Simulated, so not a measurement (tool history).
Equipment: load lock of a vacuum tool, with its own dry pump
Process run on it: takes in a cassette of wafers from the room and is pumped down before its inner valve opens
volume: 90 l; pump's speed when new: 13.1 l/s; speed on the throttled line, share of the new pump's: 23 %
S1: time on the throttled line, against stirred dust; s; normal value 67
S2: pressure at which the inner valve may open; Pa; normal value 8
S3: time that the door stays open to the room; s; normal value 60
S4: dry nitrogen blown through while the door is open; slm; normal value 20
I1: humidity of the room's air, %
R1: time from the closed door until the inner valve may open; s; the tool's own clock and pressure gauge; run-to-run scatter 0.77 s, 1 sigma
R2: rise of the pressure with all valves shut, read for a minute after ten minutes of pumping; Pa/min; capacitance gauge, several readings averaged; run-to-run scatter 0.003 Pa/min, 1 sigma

run    hour  S1  S2   S3  S4    I1     R1     R2
  1     0.0  67   8   60  20  42.7  123.6  0.122
  2   247.3  67   8   63  20  44.2  123.7  0.145
  3   467.1  67   8   60  20  46.6  123.2  0.173
  4   901.2  84   8   60  20  45.9  138.3  0.223
  5  1224.4  84   8   60  20  45.9  136.6  0.268
  6  1422.4  84   8   60  20  44.0  136.0  0.300
  7  1732.3  67   8   67  20  44.7  125.5  0.355
  8  1961.0  67   8   67  20  42.5  124.9  0.391
  9  2330.8  89  14   34  22  46.1  138.1  0.451
 10  2671.0  67   8   44  12  42.6  125.5  0.531
 11  3014.6  67   8   44  12  44.3  125.4  0.603
     3321.4  -- door's seal changed, seat wiped
 12  3417.0  51   8  115  20  46.2  113.9  0.033

3 options for the next run, each taken on its own from the tool as it stands now. Forecast them:
     3605.0  -- dry pump taken out, an overhauled one fitted
  A  3783.1   68   8   26  10  45.0   ?   ?
     3605.0  -- dry pump taken out, an overhauled one fitted
  B  3783.1  110   8   60   5  43.7   ?   ?
     3605.0  -- dry pump taken out, an overhauled one fitted
  C  3783.1   44  14  115  20  44.9   ?   ?

run     R1     R2
  A  118.8  0.040
  B  150.1  0.043
  C   94.9  0.045
The same runs, with their run-to-run variation unchanged, on a tool lacking any hidden condition would have given:
run     R1     R2
  A  119.0  0.016
  B  150.3  0.020
  C   95.1  0.022
